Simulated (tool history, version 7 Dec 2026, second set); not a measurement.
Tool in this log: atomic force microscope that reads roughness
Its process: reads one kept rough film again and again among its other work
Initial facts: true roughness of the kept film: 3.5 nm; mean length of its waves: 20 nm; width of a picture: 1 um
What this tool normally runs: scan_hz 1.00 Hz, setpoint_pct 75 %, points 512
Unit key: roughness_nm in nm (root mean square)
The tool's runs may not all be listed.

| run | hour | scan_hz | setpoint_pct | points | roughness_nm |
|---|---|---|---|---|---|
| 1 | 0.0 | 1.00 | 75 | 512 | 2.859 |
| 2 | 30.1 | 1.00 | 75 | 512 | 2.599 |
| 3 | 52.6 | 1.00 | 75 | 512 | 2.489 |
| 4 | 76.5 | 1.00 | 75 | 512 | 2.345 |
| 5 | 92.6 | 1.00 | 75 | 512 | 2.251 |
| 6 | 113.9 | 1.00 | 75 | 512 | 2.150 |
|  | 122.9 | new tip fitted |
| 7 | 143.5 | 1.00 | 75 | 512 | 2.661 |
| 8 | 165.2 | 1.00 | 63 | 512 | 2.549 |
| 9 | 188.4 | 0.83 | 75 | 512 | 2.396 |
| 10 | 205.9 | 0.63 | 75 | 512 | 2.309 |
| 11 | 234.7 | 0.63 | 75 | 512 | 2.163 |
|  | 245.1 | new tip fitted |
| 12 | 249.7 | 1.00 | 75 | 308 | 2.744 |
| 13 | 275.9 | 1.00 | 75 | 293 | 2.559 |
| 14 | 301.3 | 1.00 | 75 | 512 | 2.460 |
| 15 | 333.4 | 1.00 | 75 | 512 | 2.255 |
| 16 | 358.4 | 1.00 | 75 | 512 | 2.119 |
|  | 368.8 | new tip fitted |
| 17 | 390.1 | 1.00 | 82 | 512 | 2.626 |
| 18 | 421.1 | 2.78 | 64 | 793 | 2.445 |
| 19 | 444.4 | 1.00 | 66 | 351 | 2.340 |
| 20 | 478.1 | 1.00 | 75 | 860 | 2.149 |
|  | 492.9 | new tip fitted |
| 21 | 512.4 | 1.43 | 79 | 860 | 2.634 |
| 22 | 547.8 | 3.72 | 75 | 753 | 2.246 |
| 23 | 562.2 | 3.72 | 75 | 753 | 2.161 |
| 24 | 591.8 | 3.72 | 75 | 753 | 2.014 |
| 25 | 613.3 | 3.72 | 75 | 753 | 1.928 |
|  | 616.5 | new tip fitted |
| 26 | 633.8 | 3.72 | 75 | 753 | 2.510 |
| 27 | 666.5 | 0.62 | 75 | 512 | 2.485 |
| 28 | 691.5 | 3.11 | 75 | 512 | 2.167 |

Run 29 has not been measured yet. What should we expect?
| 29 | 724.1 | 3.11 | 75 | 512 | ? |

Run 29 measured roughness_nm 2.020 nm (root mean square).
Were there no unlogged condition in the tool, this run, its random variation unchanged, would have produced roughness_nm 2.688 nm (root mean square).
